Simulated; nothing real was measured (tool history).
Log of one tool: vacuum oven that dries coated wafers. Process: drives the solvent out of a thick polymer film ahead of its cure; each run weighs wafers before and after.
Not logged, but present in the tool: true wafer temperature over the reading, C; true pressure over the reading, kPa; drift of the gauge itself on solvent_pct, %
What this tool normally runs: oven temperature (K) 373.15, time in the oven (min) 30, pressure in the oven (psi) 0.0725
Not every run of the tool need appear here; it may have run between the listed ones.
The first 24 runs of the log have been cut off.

run,hour,oven temperature (K),time in the oven (min),pressure in the oven (psi),hours of work since the thermocouples were calibrated,hours of work since the vacuum gauge was cleaned of residue,solvent left in the film (%)
25,255.8,364.15,24,0.2418,502,59,4.11
26,270.1,364.15,24,0.2418,512,69,4.04
27,283.5,377.15,16,0.0725,521,78,2
28,296.8,377.15,16,0.0725,531,88,1.96
29,311.2,386.15,34,0.0644,541,98,0.13
30,318.8,376.15,41,0.0761,546,103,0.26
31,328,376.15,41,0.0761,553,110,0.34
32,335.8,365.15,24,0.0725,559,115,3.25
33,347,362.15,18,0.0725,566,123,5.48
34,361.8,362.15,18,0.0725,577,134,5.4
35,374.2,382.15,30,0.0725,586,142,0.27
36,384.1,382.15,30,0.0725,593,149,0.2
37,391.9,385.15,38,0.0379,598,155,0.15
38,406.6,373.15,21,0.1094,609,165,2.02
39,421.5,367.15,33,0.2746,619,176,2.29
40,430.5,358.15,23,0.2331,625,182,6.09
41,439,361.15,16,0.2242,631,188,6.66
42,449.4,361.15,16,0.2242,639,195,6.63
43,460.3,367.15,30,0.2157,647,203,2.39
44,472.6,367.15,30,0.2157,655,212,2.41
45,479,367.15,38,0.1733,660,216,1.64
46,490,373.15,36,0.1418,668,224,0.84

5 options for the next run, each taken on its own from the tool as it stands now. Forecast them:
A,500.1,387.15,26,0.074,675,231,?
B,500.1,363.15,28,0.1418,675,231,?
C,500.1,359.15,40,0.0925,675,231,?
D,500.1,384.15,18,0.1418,675,231,?
E,500.1,383.15,31,0.04,675,231,?

run,solvent left in the film (%)
A,0.17
B,3.44
C,2.93
D,0.8
E,0.16
Had the tool no hidden state, the same runs would have come out as:
run,solvent left in the film (%)
A,0.12
B,3.04
C,2.53
D,0.66
E,0.11
